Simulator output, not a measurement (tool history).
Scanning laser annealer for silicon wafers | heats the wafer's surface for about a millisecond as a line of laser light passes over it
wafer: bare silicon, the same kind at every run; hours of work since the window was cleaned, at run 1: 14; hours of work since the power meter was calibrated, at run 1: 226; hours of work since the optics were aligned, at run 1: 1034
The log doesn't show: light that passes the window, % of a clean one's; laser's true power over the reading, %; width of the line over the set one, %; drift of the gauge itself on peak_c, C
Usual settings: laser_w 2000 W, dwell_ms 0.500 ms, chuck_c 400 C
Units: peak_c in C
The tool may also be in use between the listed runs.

run	hour	laser_w	dwell_ms	chuck_c	hours of work since the window was cleaned	hours of work since the power meter was calibrated	hours of work since the optics were aligned	peak_c
1	0.0	2000	0.500	400	14	226	1034	1107
2	10.4	2000	0.500	362	20	232	1041	1066
3	20.8	2000	0.572	400	27	239	1048	1149
4	31.9	2000	0.572	400	34	246	1055	1149
5	39.9	2000	0.572	400	40	252	1060	1146
6	46.0	2000	0.500	400	44	256	1064	1102
7	52.5	2000	0.500	400	48	260	1068	1103
8	61.0	2000	0.500	400	53	265	1074	1100
9	68.1	2000	0.500	400	58	270	1078	1100
10	78.9	2000	0.500	400	65	277	1085	1103
11	85.4	2000	0.500	400	69	281	1090	1100
12	94.0	2000	0.500	400	75	287	1095	1103
13	102.9	2000	0.500	400	81	293	1101	1098
14	108.7	2000	0.500	400	84	296	1105	1099
15	113.6	2035	0.500	400	88	300	1108	1114
16	120.4	2000	0.500	400	92	304	1112	1099
17	131.6	2000	0.500	400	99	311	1120	1099
18	138.4	2000	0.500	400	104	316	1124	1102
19	147.0	2000	0.500	400	109	321	1130	1098
20	154.1	2000	0.500	400	114	326	1134	1100
21	160.9	2000	0.500	400	118	330	1139	1093
22	166.6	2000	0.350	413	122	334	1143	1005
# hour 172.6: optics aligned, line set to its width
23	180.7	2200	0.351	401	128	340	5	1070
24	190.4	2200	0.351	401	134	346	12	1069
25	197.3	1702	0.476	372	139	351	16	927
26	205.2	1702	0.476	372	144	356	21	928
27	212.3	1702	0.476	372	149	361	26	926
28	217.1	1702	0.476	372	152	364	29	926
29	223.1	1702	0.600	372	156	368	33	985
30	230.0	1702	0.600	372	160	372	37	986
# hour 235.6: optics aligned, line set to its width, once more
31	243.6	2184	0.500	431	166	378	5	1216
32	254.7	2184	0.375	431	173	385	12	1115
33	260.0	2184	0.375	431	176	388	16	1116
34	270.0	2002	0.473	373	183	395	22	1057
35	280.8	2002	0.473	373	190	402	29	1054
36	289.8	2002	0.473	373	196	408	35	1055
37	297.1	2002	0.473	373	201	413	40	1056
38	308.0	2002	0.473	373	208	420	47	1055
39	317.3	2002	0.473	373	214	426	53	1056
40	323.4	1824	0.476	372	218	430	57	980
41	331.9	1824	0.450	435	223	435	63	1026

3 ways to go on from here, each from the tool as it stands after run 41. What would each give?
A	337.2	2000	0.408	409	227	439	66	?
B	337.2	1906	0.361	420	227	439	66	?
C	337.2	1824	0.450	369	227	439	66	?

run	peak_c
A	1046
B	982
C	957
Without the tool's hidden state the same runs would have given:
run	peak_c
A	1059
B	994
C	969
